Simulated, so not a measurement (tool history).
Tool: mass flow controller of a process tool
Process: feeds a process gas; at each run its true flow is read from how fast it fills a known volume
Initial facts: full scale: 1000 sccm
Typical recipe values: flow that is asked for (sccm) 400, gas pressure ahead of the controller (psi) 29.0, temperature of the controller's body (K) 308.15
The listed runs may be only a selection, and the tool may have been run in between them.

run,day,flow that is asked for (sccm),gas pressure ahead of the controller (psi),temperature of the controller's body (K),true flow (%)
1,0.000,400,29.0,308.15,99.07
2,3.542,400,29.0,308.15,99.07
3,10.500,400,29.0,308.15,98.90
4,16.196,400,29.0,308.15,98.98
5,21.138,400,29.0,308.15,98.90
6,25.546,400,29.0,308.15,98.86
7,28.546,400,29.0,308.15,98.78
8,35.192,628,29.0,308.15,99.67
# day 35.550: controller's zero set anew
9,40.721,628,29.0,308.15,99.32
10,45.750,367,22.5,308.15,98.11
11,49.500,367,22.5,308.15,98.09
12,52.400,473,24.2,294.15,97.67
13,58.108,426,23.5,299.15,97.91
# day 61.188: controller's zero set anew, once more
14,64.271,426,23.5,299.15,99.71
15,70.971,718,23.5,297.15,99.97
16,76.421,105,33.8,300.15,98.93
17,80.088,135,29.3,308.15,99.67

Some steps in true flow (%) between neighbouring runs. How much of each would the tool show without its hidden state too (settings, what came in, random variation), and how much is left for the hidden state, with any gauge scatter that isn't in both results?
What the log doesn't record here: flow at rest that the sensor doesn't see, % of full scale; true flow over the shown one, %; drift of the gauge itself on true_pct, %.
Run 13 -> 14: controller's zero set anew, once more. true flow (%) +1.80: hidden state +1.99, all else -0.19.
